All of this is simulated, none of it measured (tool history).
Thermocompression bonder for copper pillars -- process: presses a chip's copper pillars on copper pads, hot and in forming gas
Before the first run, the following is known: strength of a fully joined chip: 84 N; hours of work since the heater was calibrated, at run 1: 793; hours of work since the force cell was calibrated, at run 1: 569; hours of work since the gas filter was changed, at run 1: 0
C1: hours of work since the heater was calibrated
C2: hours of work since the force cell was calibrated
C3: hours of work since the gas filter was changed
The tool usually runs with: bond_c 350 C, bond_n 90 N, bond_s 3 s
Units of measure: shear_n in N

Run 1, hour 0.0: usual settings; C1 793; C2 569; C3 0. Result: shear_n 60.2 N.
Run 2, hour 36.8: usual settings; C1 822; C2 597; C3 28. Result: shear_n 60.5 N.
Run 3, hour 102.1: usual settings but bond_c 373 C; C1 872; C2 647; C3 78. Result: shear_n 68.5 N.
Run 4, hour 170.3: usual settings but bond_c 373 C; C1 924; C2 699; C3 130. Result: shear_n 67.2 N.
Run 5, hour 218.8: usual settings but bond_s 5 s; C1 961; C2 736; C3 168. Result: shear_n 64.6 N.
Run 6, hour 303.4: usual settings; C1 1026; C2 801; C3 232. Result: shear_n 56.9 N.
Run 7, hour 344.8: usual settings; C1 1058; C2 833; C3 264. Result: shear_n 56.8 N.
Run 8, hour 423.5: usual settings but bond_s 5 s; C1 1118; C2 893; C3 324. Result: shear_n 62.7 N.

Run 9 has not been measured yet. What should we expect?
Run 9, hour 462.8: usual settings but bond_s 5 s; C1 1148; C2 923; C3 355. Result: shear_n ?.

Run 9 measured shear_n 62.0 N.
If the tool had no hidden condition, the same run with the same run-to-run variation would have returned shear_n 68.6 N.
